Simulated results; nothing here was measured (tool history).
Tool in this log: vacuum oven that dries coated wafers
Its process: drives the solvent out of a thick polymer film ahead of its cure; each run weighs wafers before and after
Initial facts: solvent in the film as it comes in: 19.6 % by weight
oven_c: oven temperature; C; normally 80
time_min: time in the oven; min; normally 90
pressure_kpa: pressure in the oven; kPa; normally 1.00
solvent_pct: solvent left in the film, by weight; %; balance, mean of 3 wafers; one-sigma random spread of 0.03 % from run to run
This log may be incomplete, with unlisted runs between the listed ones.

Run 1, hour 0.0: usual settings. Result: solvent_pct 2.28 %.
Run 2, hour 36.2: usual settings. Result: solvent_pct 2.33 %.
Run 3, hour 104.5: usual settings. Result: solvent_pct 2.35 %.
Run 4, hour 165.3: usual settings. Result: solvent_pct 2.39 %.
Run 5, hour 223.7: usual settings. Result: solvent_pct 2.36 %.
Run 6, hour 251.7: usual settings but time_min 102 min. Result: solvent_pct 2.04 %.
Run 7, hour 312.8: usual settings but time_min 102 min. Result: solvent_pct 2.00 %.
Run 8, hour 377.6: usual settings but time_min 46 min. Result: solvent_pct 5.24 %.
Run 9, hour 411.4: usual settings. Result: solvent_pct 2.31 %.
Run 10, hour 466.6: usual settings. Result: solvent_pct 2.36 %.
Run 11, hour 508.4: usual settings. Result: solvent_pct 2.32 %.
Run 12, hour 541.2: usual settings. Result: solvent_pct 2.28 %.
Run 13, hour 594.9: usual settings but pressure_kpa 2.44 kPa. Result: solvent_pct 3.96 %.
Run 14, hour 653.4: usual settings but pressure_kpa 2.44 kPa. Result: solvent_pct 3.93 %.
Run 15, hour 700.8: usual settings but pressure_kpa 2.44 kPa. Result: solvent_pct 3.92 %.
Run 16, hour 758.1: usual settings but pressure_kpa 2.44 kPa. Result: solvent_pct 3.95 %.
Run 17, hour 787.2: usual settings but pressure_kpa 2.44 kPa. Result: solvent_pct 3.86 %.
Run 18, hour 835.4: usual settings. Result: solvent_pct 2.42 %.
Run 19, hour 873.0: usual settings. Result: solvent_pct 2.37 %.
Run 20, hour 920.8: usual settings. Result: solvent_pct 2.30 %.
Run 21, hour 963.5: usual settings. Result: solvent_pct 2.34 %.
Run 22, hour 1030.2: usual settings. Result: solvent_pct 2.32 %.
Run 23, hour 1073.2: usual settings. Result: solvent_pct 2.38 %.
Run 24, hour 1131.3: usual settings. Result: solvent_pct 2.37 %.
Run 25, hour 1174.3: usual settings. Result: solvent_pct 2.35 %.
Run 26, hour 1235.0: usual settings but oven_c 74 C, time_min 68 min. Result: solvent_pct 5.27 %.
Run 27, hour 1294.0: usual settings but time_min 115 min. Result: solvent_pct 1.77 %.
Run 28, hour 1322.3: usual settings but time_min 115 min. Result: solvent_pct 1.73 %.
Run 29, hour 1363.4: usual settings but oven_c 83 C, pressure_kpa 0.57 kPa. Result: solvent_pct 1.32 %.
Run 30, hour 1402.7: usual settings but oven_c 83 C, time_min 62 min, pressure_kpa 0.85 kPa. Result: solvent_pct 2.76 %.
Run 31, hour 1454.9: usual settings but oven_c 83 C, time_min 62 min, pressure_kpa 0.85 kPa. Result: solvent_pct 2.72 %.
Run 32, hour 1487.3: usual settings but oven_c 83 C, time_min 62 min, pressure_kpa 0.85 kPa. Result: solvent_pct 2.80 %.
Run 33, hour 1529.1: usual settings but oven_c 77 C, time_min 87 min, pressure_kpa 2.98 kPa. Result: solvent_pct 5.63 %.
Run 34, hour 1593.6: usual settings but oven_c 81 C, time_min 125 min, pressure_kpa 3.68 kPa. Result: solvent_pct 4.45 %.
Run 35, hour 1652.1: usual settings but oven_c 81 C, time_min 125 min, pressure_kpa 3.68 kPa. Result: solvent_pct 4.47 %.
Run 36, hour 1700.8: usual settings but oven_c 90 C, time_min 52 min, pressure_kpa 1.03 kPa. Result: solvent_pct 1.95 %.
Run 37, hour 1737.5: usual settings but time_min 71 min. Result: solvent_pct 3.19 %.
Run 38, hour 1800.1: usual settings but time_min 71 min. Result: solvent_pct 3.24 %.
Run 39, hour 1834.1: usual settings but time_min 87 min. Result: solvent_pct 2.45 %.
Run 40, hour 1874.3: usual settings but time_min 87 min. Result: solvent_pct 2.42 %.
Run 41, hour 1907.3: usual settings but oven_c 69 C, time_min 51 min, pressure_kpa 0.72 kPa. Result: solvent_pct 8.32 %.
Run 42, hour 1955.5: usual settings but oven_c 67 C, time_min 161 min, pressure_kpa 2.03 kPa. Result: solvent_pct 5.70 %.
Run 43, hour 2014.6: usual settings but oven_c 79 C, time_min 79 min, pressure_kpa 3.94 kPa. Result: solvent_pct 6.29 %.
Run 44, hour 2062.9: usual settings but oven_c 79 C, time_min 79 min, pressure_kpa 3.94 kPa. Result: solvent_pct 6.22 %.
Run 45, hour 2106.3: usual settings but oven_c 93 C, time_min 99 min, pressure_kpa 3.94 kPa. Result: solvent_pct 2.83 %.
Run 46, hour 2151.4: usual settings but oven_c 77 C, time_min 74 min, pressure_kpa 0.96 kPa. Result: solvent_pct 3.83 %.
Run 47, hour 2215.5: usual settings but oven_c 77 C, time_min 74 min, pressure_kpa 0.96 kPa. Result: solvent_pct 3.85 %.

Put back what was entered between runs (2 entries, withheld): which listed runs does each sit between, and how does the hidden state differ from the listed run before to the listed run after?
In the gap between runs 22 and 23: oven's thermocouples calibrated (hour 1069.2)
  true wafer temperature over the reading, C: 0.08 -> 0.01
In the gap between runs 25 and 26: vacuum gauge cleaned of residue and calibrated (hour 1209.2)
  true pressure over the reading, kPa: 0.008 -> 0
